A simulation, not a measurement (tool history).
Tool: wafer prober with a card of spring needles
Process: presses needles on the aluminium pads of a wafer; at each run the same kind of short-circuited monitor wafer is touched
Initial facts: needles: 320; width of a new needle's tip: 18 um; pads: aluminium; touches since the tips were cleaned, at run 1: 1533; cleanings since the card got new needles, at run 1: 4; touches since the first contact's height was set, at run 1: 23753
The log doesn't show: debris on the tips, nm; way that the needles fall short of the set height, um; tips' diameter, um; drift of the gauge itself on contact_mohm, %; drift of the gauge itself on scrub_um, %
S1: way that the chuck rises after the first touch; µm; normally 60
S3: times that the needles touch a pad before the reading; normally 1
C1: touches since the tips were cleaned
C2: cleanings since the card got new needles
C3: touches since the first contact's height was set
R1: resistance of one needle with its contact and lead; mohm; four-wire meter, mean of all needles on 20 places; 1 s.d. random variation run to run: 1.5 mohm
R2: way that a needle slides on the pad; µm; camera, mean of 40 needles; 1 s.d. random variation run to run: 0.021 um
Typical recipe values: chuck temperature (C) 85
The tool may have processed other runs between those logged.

{"run": 1, "hour": 0.0, "S1": 60, "chuck temperature (C)": 85, "S3": 1, "C1": 1533, "C2": 4, "C3": 23753, "R1": 168, "R2": 12.09}
{"hour": 10.5, "done": "tips cleaned on abrasive film"}
{"run": 2, "hour": 16.6, "S1": 49, "chuck temperature (C)": 85, "S3": 1, "C1": 1953, "C2": 5, "C3": 29020, "R1": 189, "R2": 9.83}
{"hour": 26.2, "done": "tips cleaned on abrasive film"}
{"run": 3, "hour": 28.8, "S1": 49, "chuck temperature (C)": 85, "S3": 1, "C1": 835, "C2": 6, "C3": 32894, "R1": 168, "R2": 9.84}
{"hour": 41.5, "done": "tips cleaned on abrasive film"}
{"run": 4, "hour": 52.4, "S1": 49, "chuck temperature (C)": 35, "S3": 1, "C1": 3454, "C2": 7, "C3": 40368, "R1": 213, "R2": 9.83}
{"hour": 56.7, "done": "tips cleaned on abrasive film"}
{"hour": 72.4, "done": "tips cleaned on abrasive film"}
{"run": 5, "hour": 75.0, "S1": 60, "chuck temperature (C)": 47, "S3": 1, "C1": 826, "C2": 9, "C3": 47523, "R1": 155, "R2": 12.02}
{"hour": 87.7, "done": "tips cleaned on abrasive film"}
{"run": 6, "hour": 97.6, "S1": 60, "chuck temperature (C)": 47, "S3": 1, "C1": 3165, "C2": 10, "C3": 54718, "R1": 186, "R2": 12.03}
{"hour": 99.9, "done": "height of the first contact set anew"}
{"hour": 103.2, "done": "tips cleaned on abrasive film"}
{"hour": 118.5, "done": "tips cleaned on abrasive film"}
{"run": 7, "hour": 123.0, "S1": 60, "chuck temperature (C)": 47, "S3": 1, "C1": 1447, "C2": 12, "C3": 7335, "R1": 165, "R2": 11.91}
{"hour": 133.4, "done": "tips cleaned on abrasive film"}
{"run": 8, "hour": 143.1, "S1": 60, "chuck temperature (C)": 75, "S3": 1, "C1": 3098, "C2": 13, "C3": 13702, "R1": 187, "R2": 11.92}
{"hour": 148.7, "done": "tips cleaned on abrasive film"}
{"run": 9, "hour": 155.1, "S1": 60, "chuck temperature (C)": 75, "S3": 1, "C1": 2057, "C2": 14, "C3": 17504, "R1": 172, "R2": 11.89}
{"hour": 163.9, "done": "tips cleaned on abrasive film"}
{"hour": 167.1, "done": "height of the first contact set anew, once more"}
{"run": 10, "hour": 169.5, "S1": 60, "chuck temperature (C)": 75, "S3": 1, "C1": 1671, "C2": 15, "C3": 743, "R1": 167, "R2": 12.15}
{"hour": 179.5, "done": "tips cleaned on abrasive film"}
{"run": 11, "hour": 193.0, "S1": 68, "chuck temperature (C)": 29, "S3": 1, "C1": 4331, "C2": 16, "C3": 8241, "R1": 185, "R2": 13.76}
{"hour": 195.4, "done": "tips cleaned on abrasive film"}
{"run": 12, "hour": 204.8, "S1": 55, "chuck temperature (C)": 85, "S3": 1, "C1": 3003, "C2": 17, "C3": 11971, "R1": 201, "R2": 11.12}
{"hour": 210.1, "done": "tips cleaned on abrasive film"}
{"run": 13, "hour": 219.0, "S1": 55, "chuck temperature (C)": 85, "S3": 1, "C1": 2836, "C2": 18, "C3": 16452, "R1": 196, "R2": 11.1}
{"hour": 226.3, "done": "tips cleaned on abrasive film"}
{"hour": 241.0, "done": "tips cleaned on abrasive film"}
{"run": 14, "hour": 243.4, "S1": 55, "chuck temperature (C)": 62, "S3": 1, "C1": 766, "C2": 20, "C3": 24184, "R1": 157, "R2": 11.08}
{"hour": 257.5, "done": "tips cleaned on abrasive film"}
{"run": 15, "hour": 264.5, "S1": 55, "chuck temperature (C)": 62, "S3": 1, "C1": 2233, "C2": 21, "C3": 30882, "R1": 191, "R2": 11.08}
{"hour": 272.6, "done": "tips cleaned on abrasive film"}
{"run": 16, "hour": 276.8, "S1": 55, "chuck temperature (C)": 62, "S3": 2, "C1": 1325, "C2": 22, "C3": 34778, "R1": 155, "R2": 11.1}
{"hour": 288.1, "done": "tips cleaned on abrasive film"}
{"run": 17, "hour": 300.5, "S1": 46, "chuck temperature (C)": 38, "S3": 3, "C1": 3956, "C2": 23, "C3": 42309, "R1": 178, "R2": 9.19}

What if the next run were any one of these 4? Each begins from the tool's condition after run 17:
{"hour": 304.3, "done": "tips cleaned on abrasive film"}
{"run": "A", "hour": 314.5, "S1": 44, "chuck temperature (C)": 85, "S3": 1, "C1": 3258, "C2": 24, "C3": 46745, "R1": "?", "R2": "?"}
{"hour": 304.3, "done": "tips cleaned on abrasive film"}
{"run": "B", "hour": 314.5, "S1": 52, "chuck temperature (C)": 85, "S3": 1, "C1": 3258, "C2": 24, "C3": 46745, "R1": "?", "R2": "?"}
{"hour": 304.3, "done": "tips cleaned on abrasive film"}
{"run": "C", "hour": 314.5, "S1": 60, "chuck temperature (C)": 85, "S3": 1, "C1": 3258, "C2": 24, "C3": 46745, "R1": "?", "R2": "?"}
{"hour": 304.3, "done": "tips cleaned on abrasive film"}
{"run": "D", "hour": 314.5, "S1": 44, "chuck temperature (C)": 47, "S3": 1, "C1": 3258, "C2": 24, "C3": 46745, "R1": "?", "R2": "?"}

run=A R1=236 R2=8.8
run=B R1=205 R2=10.41
run=C R1=190 R2=12.01
run=D R1=234 R2=8.79
Without the tool's unlogged condition, the same runs would have read:
run=A R1=145 R2=8.93
run=B R1=140 R2=10.54
run=C R1=139 R2=12.14
run=D R1=138 R2=8.92
